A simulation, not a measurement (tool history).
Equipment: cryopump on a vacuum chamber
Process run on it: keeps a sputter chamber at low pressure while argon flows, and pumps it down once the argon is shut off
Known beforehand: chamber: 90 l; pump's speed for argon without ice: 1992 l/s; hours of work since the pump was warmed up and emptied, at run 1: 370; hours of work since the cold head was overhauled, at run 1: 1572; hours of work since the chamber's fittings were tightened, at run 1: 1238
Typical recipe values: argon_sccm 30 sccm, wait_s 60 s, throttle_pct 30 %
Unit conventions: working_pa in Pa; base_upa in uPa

| run | day | argon_sccm | wait_s | throttle_pct | hours of work since the pump was warmed up and emptied | hours of work since the cold head was overhauled | hours of work since the chamber's fittings were tightened | working_pa | base_upa |
|---|---|---|---|---|---|---|---|---|---|
| 1 | 0.000 | 30 | 60 | 30 | 370 | 1572 | 1238 | 0.0874 | 1.89 |
| 2 | 3.867 | 30 | 60 | 30 | 419 | 1620 | 1287 | 0.0878 | 1.89 |
| 3 | 7.746 | 30 | 60 | 30 | 467 | 1669 | 1335 | 0.0879 | 1.89 |
| 4 | 9.696 | 30 | 60 | 30 | 492 | 1693 | 1360 | 0.0882 | 1.98 |
| 5 | 13.192 | 30 | 60 | 30 | 535 | 1737 | 1403 | 0.0878 | 2.02 |
| 6 | 15.254 | 30 | 60 | 30 | 561 | 1763 | 1429 | 0.0876 | 2.00 |
| 7 | 17.658 | 30 | 60 | 30 | 591 | 1793 | 1459 | 0.0877 | 2.00 |
| 8 | 20.467 | 30 | 60 | 30 | 626 | 1828 | 1494 | 0.0890 | 2.11 |
| 9 | 24.500 | 30 | 60 | 30 | 677 | 1878 | 1545 | 0.0902 | 2.09 |
| 10 | 27.125 | 30 | 60 | 27 | 710 | 1911 | 1578 | 0.0990 | 2.16 |

What will run 11 give?
| 11 | 31.333 | 31 | 212 | 30 | 762 | 1964 | 1630 | ? | ? |

working_pa: 0.0915 Pa
base_upa: 1.41 uPa
With the hidden condition absent and the run-to-run variation left alone, this run would have shown working_pa 0.0868 Pa, base_upa 0.44 uPa.
